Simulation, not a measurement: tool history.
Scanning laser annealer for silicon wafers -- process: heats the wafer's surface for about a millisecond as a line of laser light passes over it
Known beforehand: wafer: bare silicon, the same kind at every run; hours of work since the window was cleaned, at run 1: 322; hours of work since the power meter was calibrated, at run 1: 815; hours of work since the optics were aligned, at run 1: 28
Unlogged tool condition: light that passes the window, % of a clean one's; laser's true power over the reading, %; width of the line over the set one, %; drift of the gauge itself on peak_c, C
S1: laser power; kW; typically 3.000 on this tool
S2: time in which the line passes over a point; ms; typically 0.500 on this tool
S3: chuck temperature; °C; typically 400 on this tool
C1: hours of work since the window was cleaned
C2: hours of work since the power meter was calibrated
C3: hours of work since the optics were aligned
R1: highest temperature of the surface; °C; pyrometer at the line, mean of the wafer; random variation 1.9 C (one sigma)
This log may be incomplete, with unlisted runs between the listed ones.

run,hour,S1,S2,S3,C1,C2,C3,R1
1,0.0,3.000,0.500,400,322,815,28,1170
2,20.4,3.000,0.500,400,335,827,40,1171
3,53.0,3.000,0.500,400,355,847,61,1171
4,71.1,3.000,0.351,400,366,859,72,1024
5,98.6,3.000,0.500,400,383,876,89,1169
6,118.2,3.000,0.500,400,395,888,101,1168

Run 7 has not been measured yet. What should we expect?
7,153.2,2.797,0.368,438,417,910,123,?

{"run 7": {"R1": 1021}}
The same run, on a tool lacking any hidden state, would have yielded R1 1038 °C.
